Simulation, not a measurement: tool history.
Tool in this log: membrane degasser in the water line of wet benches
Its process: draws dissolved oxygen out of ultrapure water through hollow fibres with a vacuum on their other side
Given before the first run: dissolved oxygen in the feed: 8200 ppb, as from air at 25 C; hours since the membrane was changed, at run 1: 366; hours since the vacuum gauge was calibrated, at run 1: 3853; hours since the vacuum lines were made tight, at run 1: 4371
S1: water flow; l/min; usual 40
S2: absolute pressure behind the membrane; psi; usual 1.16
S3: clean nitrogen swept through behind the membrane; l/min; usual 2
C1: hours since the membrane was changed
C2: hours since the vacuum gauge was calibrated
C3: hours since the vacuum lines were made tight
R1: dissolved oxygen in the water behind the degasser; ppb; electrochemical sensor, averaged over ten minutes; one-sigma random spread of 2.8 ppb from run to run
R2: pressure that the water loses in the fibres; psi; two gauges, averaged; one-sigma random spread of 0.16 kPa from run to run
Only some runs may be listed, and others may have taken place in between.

run 1 hour=0 | S1=40 S2=1.16 S3=2 | C1=366 C2=3853 C3=4371 | R1=279.2 R2=4.924
run 2 hour=182.5 | S1=40 S2=1.16 S3=2 | C1=548 C2=4035 C3=4553 | R1=279.9 R2=4.899
run 3 hour=350.5 | S1=40 S2=1.16 S3=2 | C1=717 C2=4203 C3=4721 | R1=280.9 R2=4.905
run 4 hour=534.6 | S1=40 S2=1.16 S3=2 | C1=901 C2=4387 C3=4905 | R1=275.7 R2=4.918
run 5 hour=693.5 | S1=25 S2=1.16 S3=2 | C1=1060 C2=4546 C3=5064 | R1=150.3 R2=3.065
run 6 hour=1018 | S1=25 S2=1.16 S3=2 | C1=1384 C2=4871 C3=5389 | R1=149.1 R2=3.072
-- hour=1155.9 seals of the vacuum lines changed
run 7 hour=1277.7 | S1=25 S2=0.909 S3=2 | C1=1642 C2=5128 C3=122 | R1=98.7 R2=3.066
run 8 hour=1581.1 | S1=25 S2=0.909 S3=2 | C1=1945 C2=5432 C3=425 | R1=99.4 R2=3.046
run 9 hour=1847.6 | S1=25 S2=0.909 S3=2 | C1=2212 C2=5698 C3=692 | R1=101.1 R2=3.027
-- hour=1987.2 vacuum gauge calibrated
run 10 hour=2031.8 | S1=25 S2=0.909 S3=2 | C1=2395 C2=45 C3=875 | R1=99.6 R2=3.06
run 11 hour=2364.9 | S1=40 S2=1.16 S3=2 | C1=2728 C2=378 C3=1208 | R1=279 R2=4.873
run 12 hour=2564.3 | S1=40 S2=1.16 S3=2 | C1=2928 C2=577 C3=1408 | R1=278.1 R2=4.875
run 13 hour=2862.6 | S1=56 S2=1.548 S3=2 | C1=3226 C2=875 C3=1706 | R1=612.1 R2=6.759
run 14 hour=3045.1 | S1=40 S2=1.052 S3=3.45 | C1=3409 C2=1058 C3=1889 | R1=180.2 R2=4.892
run 15 hour=3319.1 | S1=43 S2=1.052 S3=0.96 | C1=3683 C2=1332 C3=2163 | R1=429.8 R2=5.188
run 16 hour=3477.9 | S1=43 S2=1.052 S3=0.96 | C1=3841 C2=1491 C3=2322 | R1=422 R2=5.198
run 17 hour=3653.7 | S1=63 S2=1.297 S3=1.09 | C1=4017 C2=1666 C3=2497 | R1=822.2 R2=7.607
run 18 hour=3958.2 | S1=63 S2=1.297 S3=1.09 | C1=4322 C2=1971 C3=2802 | R1=812.6 R2=7.591
run 19 hour=4242.3 | S1=34 S2=1.16 S3=2 | C1=4606 C2=2255 C3=3086 | R1=219.7 R2=4.078
run 20 hour=4415.2 | S1=55 S2=0.735 S3=2.15 | C1=4779 C2=2428 C3=3259 | R1=289 R2=6.567
-- hour=4439.6 gauge calibrated
run 21 hour=4589.2 | S1=55 S2=1.16 S3=3.67 | C1=4953 C2=2602 C3=3433 | R1=349.4 R2=6.772
run 22 hour=4898.3 | S1=55 S2=1.16 S3=3.67 | C1=5262 C2=2911 C3=3742 | R1=340.5 R2=6.77
run 23 hour=5065.7 | S1=41 S2=2.329 S3=3.67 | C1=5429 C2=3078 C3=3909 | R1=401.9 R2=5.05

Consider 5 possible next runs. They are alternatives, not a sequence: every one starts from the tool as it was left by run 23. What does each give?
run A hour=5350.9 | S1=50 S2=1.331 S3=2 | C1=5714 C2=3364 C3=4195 | R1=? R2=?
run B hour=5350.9 | S1=29 S2=1.16 S3=2.77 | C1=5714 C2=3364 C3=4195 | R1=? R2=?
run C hour=5350.9 | S1=37 S2=1.74 S3=0.82 | C1=5714 C2=3364 C3=4195 | R1=? R2=?
run D hour=5350.9 | S1=47 S2=2.234 S3=1.88 | C1=5714 C2=3364 C3=4195 | R1=? R2=?
run E hour=5350.9 | S1=41 S2=2.329 S3=1.05 | C1=5714 C2=3364 C3=4195 | R1=? R2=?

run=A R1=449.6 R2=6.119
run=B R1=138.9 R2=3.54
run=C R1=758.3 R2=4.518
run=D R1=721 R2=5.765
run=E R1=997.1 R2=5.073
Without the tool's unlogged condition, the same runs would have read:
run=A R1=448.5 R2=6.145
run=B R1=138.5 R2=3.555
run=C R1=757.3 R2=4.538
run=D R1=720 R2=5.79
run=E R1=996.1 R2=5.094
